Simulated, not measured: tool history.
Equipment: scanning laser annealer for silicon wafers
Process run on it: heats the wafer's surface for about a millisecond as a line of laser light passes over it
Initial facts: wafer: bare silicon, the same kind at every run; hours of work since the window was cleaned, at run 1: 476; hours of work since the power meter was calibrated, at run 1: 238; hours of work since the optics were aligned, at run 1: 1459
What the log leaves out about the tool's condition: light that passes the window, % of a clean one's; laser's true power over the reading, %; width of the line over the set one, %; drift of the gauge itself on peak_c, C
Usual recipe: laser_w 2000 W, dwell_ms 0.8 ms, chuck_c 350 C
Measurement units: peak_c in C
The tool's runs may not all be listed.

run,hour,laser_w,dwell_ms,chuck_c,hours of work since the window was cleaned,hours of work since the power meter was calibrated,hours of work since the optics were aligned,peak_c
1,0,2000,0.8,350,476,238,1459,1012
2,6,2000,0.8,350,481,242,1463,1013
# hour 14: window over the wafer cleaned
3,16.8,2000,0.8,359,2,249,1470,1058
4,23.3,2000,0.8,339,7,254,1474,1041
5,35.9,2000,0.8,350,16,263,1484,1054
6,47.7,2000,0.8,350,25,271,1492,1049
7,59,2000,0.8,350,33,280,1501,1047
8,73.2,2000,0.8,350,43,290,1511,1048
9,82.9,1852,0.8,350,50,297,1518,994
10,94.1,1852,0.8,350,59,305,1526,995
11,101.9,1852,0.8,350,64,311,1532,994
12,110.2,1852,0.8,350,70,317,1538,991
13,124.2,2020,0.676,350,81,327,1548,1003
14,136.4,2020,0.676,350,90,336,1557,1004
15,148.2,2000,0.8,323,98,345,1566,1020
# hour 152.4: laser's power meter calibrated
16,161.9,2000,0.8,323,106,7,1574,1014
17,171.7,2093,0.8,311,113,14,1581,1040
18,178,2093,0.8,311,118,19,1586,1034
19,191.3,2093,0.868,311,128,29,1595,1067
20,198.6,2023,0.868,319,133,34,1601,1042
21,210.1,2023,0.868,319,141,42,1609,1044
22,222.6,2133,0.93,370,151,51,1618,1159
23,234.4,2000,0.809,373,159,60,1627,1065

Predict each of these 3 candidate next runs independently; none follows another, all start after run 23:
# hour 241.1: laser's power meter calibrated, once more
A,249.6,2000,0.903,379,168,6,1636,?
# hour 241.1: laser's power meter calibrated, once more
B,249.6,1824,0.746,333,168,6,1636,?
# hour 241.1: laser's power meter calibrated, once more
C,249.6,1999,0.8,335,168,6,1636,?

run,peak_c
A,1110
B,937
C,1021
Stripped of hidden state, with their random variation kept, the same runs would have yielded:
run,peak_c
A,1136
B,959
C,1045
